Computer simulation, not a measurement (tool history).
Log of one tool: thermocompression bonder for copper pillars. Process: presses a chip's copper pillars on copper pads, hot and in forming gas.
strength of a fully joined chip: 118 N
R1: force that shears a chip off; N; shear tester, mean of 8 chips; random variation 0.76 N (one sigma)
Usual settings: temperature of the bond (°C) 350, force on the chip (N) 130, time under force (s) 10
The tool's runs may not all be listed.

run 1 hour=0 | temperature_of_the_bond_(°C)=350 force_on_the_chip_(N)=130 time_under_force_(s)=10 | R1=83.7
run 2 hour=43.1 | temperature_of_the_bond_(°C)=355 force_on_the_chip_(N)=130 time_under_force_(s)=10 | R1=84.5
run 3 hour=94.8 | temperature_of_the_bond_(°C)=353 force_on_the_chip_(N)=130 time_under_force_(s)=10 | R1=82.5
run 4 hour=153.3 | temperature_of_the_bond_(°C)=353 force_on_the_chip_(N)=130 time_under_force_(s)=10 | R1=82.9
run 5 hour=234.4 | temperature_of_the_bond_(°C)=350 force_on_the_chip_(N)=108 time_under_force_(s)=10 | R1=69.1
run 6 hour=310.1 | temperature_of_the_bond_(°C)=372 force_on_the_chip_(N)=108 time_under_force_(s)=10 | R1=80
-- hour=373.4 forming gas filter changed
run 7 hour=394.1 | temperature_of_the_bond_(°C)=350 force_on_the_chip_(N)=130 time_under_force_(s)=10 | R1=82
run 8 hour=462.5 | temperature_of_the_bond_(°C)=350 force_on_the_chip_(N)=130 time_under_force_(s)=10 | R1=80.4
run 9 hour=561.9 | temperature_of_the_bond_(°C)=350 force_on_the_chip_(N)=130 time_under_force_(s)=10 | R1=80.4
run 10 hour=619.8 | temperature_of_the_bond_(°C)=350 force_on_the_chip_(N)=130 time_under_force_(s)=10 | R1=81.1
run 11 hour=717.4 | temperature_of_the_bond_(°C)=350 force_on_the_chip_(N)=130 time_under_force_(s)=10 | R1=78.3
run 12 hour=807.8 | temperature_of_the_bond_(°C)=350 force_on_the_chip_(N)=130 time_under_force_(s)=10 | R1=76.9
-- hour=867.6 forming gas filter changed
run 13 hour=909.4 | temperature_of_the_bond_(°C)=350 force_on_the_chip_(N)=178 time_under_force_(s)=10 | R1=96.7
-- hour=988.3 heater calibrated with a thermocouple chip
run 14 hour=1005.8 | temperature_of_the_bond_(°C)=350 force_on_the_chip_(N)=178 time_under_force_(s)=10 | R1=100.3
run 15 hour=1057.6 | temperature_of_the_bond_(°C)=350 force_on_the_chip_(N)=130 time_under_force_(s)=17 | R1=94.8
run 16 hour=1123.8 | temperature_of_the_bond_(°C)=350 force_on_the_chip_(N)=130 time_under_force_(s)=10 | R1=83
run 17 hour=1198.9 | temperature_of_the_bond_(°C)=334 force_on_the_chip_(N)=130 time_under_force_(s)=10 | R1=74.5
run 18 hour=1271.8 | temperature_of_the_bond_(°C)=334 force_on_the_chip_(N)=130 time_under_force_(s)=10 | R1=74.3
run 19 hour=1317.9 | temperature_of_the_bond_(°C)=334 force_on_the_chip_(N)=130 time_under_force_(s)=10 | R1=73.8
-- hour=1362.5 forming gas filter changed
run 20 hour=1409.1 | temperature_of_the_bond_(°C)=334 force_on_the_chip_(N)=130 time_under_force_(s)=10 | R1=74.9
run 21 hour=1454.2 | temperature_of_the_bond_(°C)=345 force_on_the_chip_(N)=111 time_under_force_(s)=7 | R1=63.7
run 22 hour=1538.9 | temperature_of_the_bond_(°C)=328 force_on_the_chip_(N)=78 time_under_force_(s)=14 | R1=49.7
run 23 hour=1607.7 | temperature_of_the_bond_(°C)=370 force_on_the_chip_(N)=78 time_under_force_(s)=26 | R1=82.6
run 24 hour=1686 | temperature_of_the_bond_(°C)=340 force_on_the_chip_(N)=102 time_under_force_(s)=10 | R1=61.5
run 25 hour=1751 | temperature_of_the_bond_(°C)=366 force_on_the_chip_(N)=130 time_under_force_(s)=10 | R1=89.3
run 26 hour=1820.8 | temperature_of_the_bond_(°C)=340 force_on_the_chip_(N)=121 time_under_force_(s)=18 | R1=82.4
-- hour=1859.7 forming gas filter changed
run 27 hour=1883.9 | temperature_of_the_bond_(°C)=344 force_on_the_chip_(N)=130 time_under_force_(s)=10 | R1=78.7
run 28 hour=1943.2 | temperature_of_the_bond_(°C)=363 force_on_the_chip_(N)=130 time_under_force_(s)=7 | R1=79.9
run 29 hour=2004.2 | temperature_of_the_bond_(°C)=368 force_on_the_chip_(N)=129 time_under_force_(s)=10 | R1=88.1
run 30 hour=2068.3 | temperature_of_the_bond_(°C)=368 force_on_the_chip_(N)=129 time_under_force_(s)=10 | R1=90.5
run 31 hour=2109.3 | temperature_of_the_bond_(°C)=377 force_on_the_chip_(N)=130 time_under_force_(s)=10 | R1=90.9
run 32 hour=2173.4 | temperature_of_the_bond_(°C)=360 force_on_the_chip_(N)=89 time_under_force_(s)=6 | R1=52.6
run 33 hour=2231.9 | temperature_of_the_bond_(°C)=339 force_on_the_chip_(N)=130 time_under_force_(s)=7 | R1=65.3
run 34 hour=2284.9 | temperature_of_the_bond_(°C)=350 force_on_the_chip_(N)=152 time_under_force_(s)=11 | R1=88
-- hour=2355.2 forming gas filter changed
run 35 hour=2385 | temperature_of_the_bond_(°C)=352 force_on_the_chip_(N)=97 time_under_force_(s)=9 | R1=61.1
run 36 hour=2465.3 | temperature_of_the_bond_(°C)=352 force_on_the_chip_(N)=97 time_under_force_(s)=9 | R1=60.4
run 37 hour=2566.9 | temperature_of_the_bond_(°C)=357 force_on_the_chip_(N)=142 time_under_force_(s)=17 | R1=96.4
run 38 hour=2630.4 | temperature_of_the_bond_(°C)=357 force_on_the_chip_(N)=142 time_under_force_(s)=17 | R1=96.3

Hidden state or all else? Some run-to-run changes of R1, split into what the settings, what came in and random variation would give without the hidden state, and what is left for the hidden state (with any gauge scatter that isn't in both results):
The hidden state here: true temperature of the bond over the reading, C; force that reaches the chip, % of what is set; oxide that the forming gas leaves, % of the face; drift of the gauge itself on shear_n, %.
Run 12 -> 13: force on the chip (N) 130 -> 178, forming gas filter changed. R1 +19.8 N: hidden state +2.9, all else +16.9.
Run 13 -> 14: heater calibrated with a thermocouple chip. R1 +3.6 N: hidden state +4.6, all else -1.
Run 22 -> 23: temperature of the bond (°C) 328 -> 370, time under force (s) 14 -> 26. R1 +32.9 N: hidden state -1, all else +33.9.
Run 26 -> 27: temperature of the bond (°C) 340 -> 344, force on the chip (N) 121 -> 130, time under force (s) 18 -> 10, forming gas filter changed. R1 -3.7 N: hidden state +1.6, all else -5.3.
Run 31 -> 32: temperature of the bond (°C) 377 -> 360, force on the chip (N) 130 -> 89, time under force (s) 10 -> 6. R1 -38.3 N: hidden state -1, all else -37.3.
Run 36 -> 37: temperature of the bond (°C) 352 -> 357, force on the chip (N) 97 -> 142, time under force (s) 9 -> 17. R1 +36 N: hidden state +1.1, all else +34.9.

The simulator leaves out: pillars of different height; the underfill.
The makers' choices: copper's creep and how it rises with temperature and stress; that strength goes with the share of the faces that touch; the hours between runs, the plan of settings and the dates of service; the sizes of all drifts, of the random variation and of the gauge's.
